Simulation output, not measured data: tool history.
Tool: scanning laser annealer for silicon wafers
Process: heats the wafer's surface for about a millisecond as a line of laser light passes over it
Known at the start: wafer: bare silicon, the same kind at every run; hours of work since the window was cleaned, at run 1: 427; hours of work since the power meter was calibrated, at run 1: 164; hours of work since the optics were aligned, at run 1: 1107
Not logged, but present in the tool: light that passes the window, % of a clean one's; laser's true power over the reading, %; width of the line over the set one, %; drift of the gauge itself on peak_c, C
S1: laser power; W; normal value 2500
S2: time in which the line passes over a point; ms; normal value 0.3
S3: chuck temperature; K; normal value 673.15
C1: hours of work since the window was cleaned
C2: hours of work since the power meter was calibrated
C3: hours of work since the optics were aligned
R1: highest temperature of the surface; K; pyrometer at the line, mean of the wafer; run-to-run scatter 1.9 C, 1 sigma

| run | day | S1 | S2 | S3 | C1 | C2 | C3 | R1 |
|---|---|---|---|---|---|---|---|---|
| 1 | 0 | 2500 | 0.3 | 673.15 | 427 | 164 | 1107 | 1363.15 |
| 2 | 0.675 | 2500 | 0.3 | 673.15 | 434 | 171 | 1114 | 1366.15 |
| 3 | 1.162 | 2500 | 0.3 | 673.15 | 439 | 176 | 1119 | 1360.15 |
|  | 1.767 | optics aligned, line set to its width |
| 4 | 1.858 | 2495 | 0.3 | 673.15 | 444 | 181 | 1 | 1373.15 |
| 5 | 2.317 | 2495 | 0.3 | 696.15 | 449 | 186 | 6 | 1396.15 |
| 6 | 2.75 | 2495 | 0.3 | 696.15 | 453 | 190 | 10 | 1394.15 |
| 7 | 3.396 | 2495 | 0.3 | 696.15 | 460 | 197 | 17 | 1397.15 |
| 8 | 3.738 | 2468 | 0.3 | 673.15 | 464 | 200 | 21 | 1363.15 |
| 9 | 4.246 | 2468 | 0.3 | 673.15 | 469 | 206 | 26 | 1363.15 |
| 10 | 5 | 2468 | 0.24 | 673.15 | 477 | 213 | 34 | 1288.15 |
| 11 | 5.746 | 2468 | 0.24 | 673.15 | 484 | 221 | 41 | 1288.15 |
| 12 | 6.208 | 2468 | 0.24 | 673.15 | 489 | 226 | 46 | 1290.15 |
| 13 | 6.85 | 2468 | 0.24 | 673.15 | 496 | 233 | 53 | 1289.15 |
| 14 | 7.638 | 2468 | 0.248 | 673.15 | 504 | 241 | 61 | 1297.15 |
| 15 | 8.408 | 2468 | 0.248 | 673.15 | 512 | 249 | 69 | 1297.15 |
|  | 8.6 | laser's power meter calibrated |
| 16 | 9.067 | 2468 | 0.248 | 673.15 | 518 | 5 | 75 | 1296.15 |
| 17 | 9.517 | 2468 | 0.248 | 673.15 | 522 | 10 | 79 | 1297.15 |
| 18 | 10.054 | 2468 | 0.248 | 673.15 | 528 | 15 | 85 | 1296.15 |
| 19 | 10.671 | 2500 | 0.265 | 673.15 | 534 | 22 | 91 | 1327.15 |
| 20 | 11.262 | 2340 | 0.252 | 674.15 | 540 | 28 | 97 | 1258.15 |
| 21 | 11.842 | 2340 | 0.252 | 674.15 | 547 | 34 | 104 | 1263.15 |
| 22 | 12.271 | 2340 | 0.252 | 674.15 | 551 | 38 | 108 | 1260.15 |
|  | 13.062 | laser's power meter calibrated, once more |
| 23 | 13.15 | 2256 | 0.243 | 660.15 | 559 | 1 | 116 | 1209.15 |
| 24 | 13.938 | 2256 | 0.243 | 660.15 | 567 | 9 | 124 | 1208.15 |
| 25 | 14.596 | 2535 | 0.243 | 712.15 | 574 | 16 | 131 | 1343.15 |
| 26 | 15.238 | 2500 | 0.245 | 682.15 | 581 | 23 | 138 | 1304.15 |
|  | 15.388 | window over the wafer cleaned |
| 27 | 15.938 | 2537 | 0.309 | 711.15 | 6 | 29 | 144 | 1454.15 |
| 28 | 16.271 | 2537 | 0.309 | 711.15 | 9 | 33 | 147 | 1456.15 |
| 29 | 16.996 | 2232 | 0.372 | 673.15 | 17 | 40 | 155 | 1369.15 |
| 30 | 17.633 | 2161 | 0.222 | 705.15 | 23 | 47 | 162 | 1220.15 |
| 31 | 18.088 | 2500 | 0.277 | 709.15 | 28 | 51 | 166 | 1400.15 |
| 32 | 18.679 | 2363 | 0.271 | 709.15 | 34 | 58 | 172 | 1343.15 |
| 33 | 19.362 | 2500 | 0.265 | 676.15 | 41 | 65 | 180 | 1352.15 |
| 34 | 20.1 | 2243 | 0.225 | 673.15 | 49 | 72 | 187 | 1216.15 |
| 35 | 20.871 | 2641 | 0.225 | 673.15 | 57 | 80 | 195 | 1336.15 |
| 36 | 21.367 | 2641 | 0.225 | 636.15 | 62 | 86 | 200 | 1300.15 |
| 37 | 21.988 | 2641 | 0.225 | 636.15 | 69 | 92 | 207 | 1300.15 |
| 38 | 22.533 | 2690 | 0.3 | 673.15 | 74 | 98 | 213 | 1459.15 |

4 ways to go on from here, each from the tool as it stands after run 38. What would each give?
| A | 22.942 | 2529 | 0.275 | 673.15 | 79 | 102 | 217 | ? |
| B | 22.942 | 2525 | 0.3 | 673.15 | 79 | 102 | 217 | ? |
| C | 22.942 | 2642 | 0.316 | 664.15 | 79 | 102 | 217 | ? |
| D | 22.942 | 2658 | 0.257 | 706.15 | 79 | 102 | 217 | ? |

| run | R1 |
|---|---|
| A | 1370.15 |
| B | 1397.15 |
| C | 1449.15 |
| D | 1423.15 |
Without the tool's hidden state the same runs would have given:
| run | R1 |
|---|---|
| A | 1380.15 |
| B | 1408.15 |
| C | 1461.15 |
| D | 1434.15 |
